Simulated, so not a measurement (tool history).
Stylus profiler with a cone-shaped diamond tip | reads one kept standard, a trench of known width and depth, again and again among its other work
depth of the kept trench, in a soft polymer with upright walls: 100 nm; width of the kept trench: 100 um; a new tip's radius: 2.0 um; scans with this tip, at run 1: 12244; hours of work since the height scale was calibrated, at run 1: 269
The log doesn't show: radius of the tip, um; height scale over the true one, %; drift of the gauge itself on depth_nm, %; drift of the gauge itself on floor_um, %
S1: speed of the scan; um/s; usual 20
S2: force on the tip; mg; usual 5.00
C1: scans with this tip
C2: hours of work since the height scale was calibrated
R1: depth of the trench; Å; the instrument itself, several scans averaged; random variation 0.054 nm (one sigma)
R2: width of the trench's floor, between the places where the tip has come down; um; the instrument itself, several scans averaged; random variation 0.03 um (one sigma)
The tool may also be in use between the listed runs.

run     day  S1     S2     C1    C2      R1     R2
  1   0.000  20   5.00  12244   269  1019.8  98.71
  2   2.100  20   2.19  12495   297  1010.2  98.70
  3   5.904  20   2.19  12951   349  1011.1  98.70
  4   8.317  20   5.00  13240   381  1019.5  98.72
  5  11.033  20   1.89  13566   418  1010.6  98.69
  6  13.596  20   1.89  13873   453  1011.4  98.68
  7  16.267  20   9.26  14193   489  1029.0  98.79
  8  19.150  20   9.26  14538   527  1028.7  98.72
  9  21.646   8   5.00  14837   561  1019.2  98.72
 10  25.383   8   5.00  15285   612  1019.7  98.76
 11  28.854   8   5.00  15701   659  1019.1  98.76
 12  30.612  20  10.53  15911   682  1032.5  98.75
 13  34.425  23   4.66  16368   734  1017.7  98.72
 14  36.838   7   3.03  16657   766  1013.7  98.72
 15  39.483  25   9.04  16974   802  1028.9  98.76
 16  43.183  25   9.04  17417   852  1029.0  98.72
 17  45.067  20   3.68  17643   877  1015.9  98.69
 18  47.179  20  10.29  17896   906  1030.5  98.74
 19  48.967  71   8.01  18111   930  1025.6  98.65
 20  51.458  57   3.61  18409   964  1016.4  98.63
 21  53.567  17   9.72  18662   992  1031.0  98.72
 22  55.808   6   9.37  18930  1022  1029.4  98.74

5 ways to go on from here, each from the tool as it stands after run 22. What would each give?
  A  57.479   8   2.64  19130  1045   ?   ?
  B  57.479   7   6.78  19130  1045   ?   ?
  C  57.479  39  11.67  19130  1045   ?   ?
  D  57.479  13   6.38  19130  1045   ?   ?
  E  57.479  31   9.37  19130  1045   ?   ?

run      R1     R2
  A  1013.0  98.77
  B  1025.2  98.76
  C  1034.5  98.74
  D  1022.4  98.75
  E  1029.5  98.67
Without the tool's hidden state the same runs would have given:
run      R1     R2
  A  1012.9  98.78
  B  1025.1  98.77
  C  1034.4  98.75
  D  1022.3  98.76
  E  1029.4  98.69
